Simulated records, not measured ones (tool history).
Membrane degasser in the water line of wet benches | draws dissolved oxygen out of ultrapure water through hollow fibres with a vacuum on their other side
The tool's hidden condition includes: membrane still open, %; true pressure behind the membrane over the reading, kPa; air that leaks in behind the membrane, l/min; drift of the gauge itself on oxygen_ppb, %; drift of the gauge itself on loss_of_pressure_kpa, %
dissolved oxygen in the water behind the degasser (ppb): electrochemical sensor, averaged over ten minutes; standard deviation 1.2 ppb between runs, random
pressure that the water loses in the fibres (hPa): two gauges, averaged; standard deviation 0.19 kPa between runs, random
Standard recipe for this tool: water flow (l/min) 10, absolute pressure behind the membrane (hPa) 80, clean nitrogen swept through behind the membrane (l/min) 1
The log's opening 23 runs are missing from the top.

| run | hour | water flow (l/min) | absolute pressure behind the membrane (hPa) | clean nitrogen swept through behind the membrane (l/min) | hours since the membrane was changed | hours since the vacuum gauge was calibrated | hours since the vacuum lines were made tight | dissolved oxygen in the water behind the degasser (ppb) | pressure that the water loses in the fibres (hPa) |
|---|---|---|---|---|---|---|---|---|---|
| 24 | 1407.7 | 10 | 172.7 | 1.38 | 2341 | 3029 | 2676 | 244.7 | 354.7 |
| 25 | 1470.9 | 10 | 134.2 | 1 | 2404 | 3092 | 2739 | 242.4 | 356.9 |
| 26 | 1507.6 | 10 | 134.2 | 1 | 2441 | 3129 | 2775 | 235.8 | 353.5 |
| 27 | 1579.1 | 10 | 134.2 | 1 | 2512 | 3201 | 2847 | 235.3 | 350.6 |
| 28 | 1635.1 | 13 | 80 | 0.45 | 2568 | 3256 | 2903 | 292.4 | 455.9 |
|  | 1642.7 | gauge calibrated |
| 29 | 1702.7 | 8 | 80 | 0.45 | 2636 | 3324 | 2970 | 186.4 | 285.8 |
| 30 | 1760.6 | 13 | 80 | 1 | 2694 | 3382 | 3028 | 150.8 | 473.6 |
| 31 | 1836.9 | 13 | 80 | 1 | 2770 | 3458 | 3105 | 152.3 | 469.7 |
| 32 | 1919.2 | 6 | 80 | 2.55 | 2852 | 3541 | 3187 | 27.7 | 219.6 |

Forecast each of these 3 alternatives for the next run:
| A | 1998.2 | 10 | 135.5 | 0.79 | 2932 | 3620 | 3266 | ? | ? |
| B | 1998.2 | 6 | 80 | 1.13 | 2932 | 3620 | 3266 | ? | ? |
| C | 1998.2 | 10 | 149.3 | 1.9 | 2932 | 3620 | 3266 | ? | ? |

| run | dissolved oxygen in the water behind the degasser (ppb) | pressure that the water loses in the fibres (hPa) |
|---|---|---|
| A | 301.8 | 359.5 |
| B | 64 | 214.1 |
| C | 151.3 | 360 |
Stripped of hidden state, with their random variation kept, the same runs would have yielded:
| run | dissolved oxygen in the water behind the degasser (ppb) | pressure that the water loses in the fibres (hPa) |
|---|---|---|
| A | 301.5 | 361.4 |
| B | 63.9 | 215.3 |
| C | 151.2 | 362 |

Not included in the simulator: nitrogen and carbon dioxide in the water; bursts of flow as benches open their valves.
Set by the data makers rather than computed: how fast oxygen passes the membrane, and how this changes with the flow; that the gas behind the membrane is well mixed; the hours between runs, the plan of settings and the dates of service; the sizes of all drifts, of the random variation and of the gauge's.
